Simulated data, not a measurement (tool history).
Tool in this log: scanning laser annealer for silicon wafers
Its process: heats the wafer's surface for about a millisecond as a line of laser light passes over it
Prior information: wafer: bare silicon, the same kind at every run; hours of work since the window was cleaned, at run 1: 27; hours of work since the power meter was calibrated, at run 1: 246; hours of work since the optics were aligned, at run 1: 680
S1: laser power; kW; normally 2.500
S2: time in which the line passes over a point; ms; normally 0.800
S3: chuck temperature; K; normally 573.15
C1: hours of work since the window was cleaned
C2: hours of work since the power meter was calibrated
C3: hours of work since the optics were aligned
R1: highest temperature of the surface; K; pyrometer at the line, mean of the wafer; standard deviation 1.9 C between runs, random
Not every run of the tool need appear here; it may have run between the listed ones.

| run | hour | S1 | S2 | S3 | C1 | C2 | C3 | R1 |
|---|---|---|---|---|---|---|---|---|
| 1 | 0.0 | 2.500 | 0.800 | 573.15 | 27 | 246 | 680 | 1390.15 |
| 2 | 5.5 | 2.500 | 0.800 | 573.15 | 30 | 249 | 683 | 1393.15 |
| 3 | 17.4 | 2.500 | 0.800 | 573.15 | 36 | 255 | 689 | 1391.15 |
| 4 | 26.1 | 2.565 | 0.800 | 573.15 | 40 | 260 | 693 | 1411.15 |
| 5 | 35.7 | 2.565 | 0.800 | 573.15 | 45 | 265 | 698 | 1411.15 |
| 6 | 42.2 | 2.565 | 0.800 | 573.15 | 49 | 268 | 701 | 1413.15 |
| 7 | 48.4 | 2.565 | 0.800 | 573.15 | 52 | 271 | 705 | 1413.15 |
| 8 | 55.2 | 2.565 | 0.800 | 573.15 | 55 | 275 | 708 | 1412.15 |
| 9 | 64.3 | 2.500 | 0.800 | 563.15 | 60 | 280 | 713 | 1378.15 |
| 10 | 74.5 | 2.405 | 0.800 | 573.15 | 65 | 285 | 718 | 1362.15 |
| 11 | 81.9 | 2.405 | 0.800 | 573.15 | 69 | 289 | 722 | 1359.15 |
| 12 | 92.4 | 2.500 | 0.800 | 588.15 | 75 | 294 | 727 | 1404.15 |
| 13 | 102.8 | 2.500 | 0.800 | 573.15 | 80 | 300 | 733 | 1390.15 |
| 14 | 114.5 | 2.500 | 0.800 | 573.15 | 86 | 306 | 739 | 1387.15 |
| 15 | 122.3 | 2.500 | 0.800 | 573.15 | 90 | 310 | 743 | 1385.15 |
| 16 | 134.0 | 2.500 | 0.800 | 573.15 | 96 | 316 | 749 | 1391.15 |
| 17 | 146.3 | 2.500 | 0.800 | 575.15 | 102 | 322 | 755 | 1390.15 |
| 18 | 156.6 | 2.500 | 0.800 | 575.15 | 108 | 327 | 761 | 1389.15 |
| 19 | 168.4 | 2.500 | 0.800 | 575.15 | 114 | 334 | 767 | 1388.15 |
| 20 | 175.2 | 2.500 | 0.800 | 580.15 | 117 | 337 | 770 | 1392.15 |
| 21 | 181.1 | 2.306 | 0.882 | 573.15 | 120 | 340 | 773 | 1369.15 |
| 22 | 192.1 | 2.302 | 0.710 | 573.15 | 126 | 346 | 779 | 1276.15 |
| 23 | 200.3 | 2.302 | 0.710 | 573.15 | 130 | 350 | 783 | 1275.15 |
| 24 | 208.6 | 2.302 | 0.710 | 573.15 | 135 | 354 | 788 | 1275.15 |
| 25 | 218.6 | 2.468 | 0.700 | 588.15 | 140 | 359 | 793 | 1331.15 |
| 26 | 226.1 | 2.680 | 0.685 | 547.15 | 144 | 363 | 797 | 1340.15 |
| 27 | 233.9 | 2.500 | 0.597 | 572.15 | 148 | 367 | 801 | 1258.15 |
| 28 | 243.6 | 2.500 | 0.597 | 585.15 | 153 | 372 | 806 | 1270.15 |
| 29 | 254.6 | 2.500 | 0.873 | 573.15 | 158 | 378 | 811 | 1423.15 |
| 30 | 261.4 | 2.723 | 0.805 | 539.15 | 162 | 382 | 815 | 1418.15 |
| 31 | 273.0 | 2.500 | 0.800 | 545.15 | 168 | 388 | 821 | 1354.15 |

What will run 32 give?
| 32 | 282.2 | 2.306 | 0.718 | 552.15 | 173 | 392 | 826 | ? |

For run 32 the tool returned R1 1257.15 K.
Take away the tool's hidden state, keep the run-to-run variation as it was, and the same run would have given R1 1272.15 K.
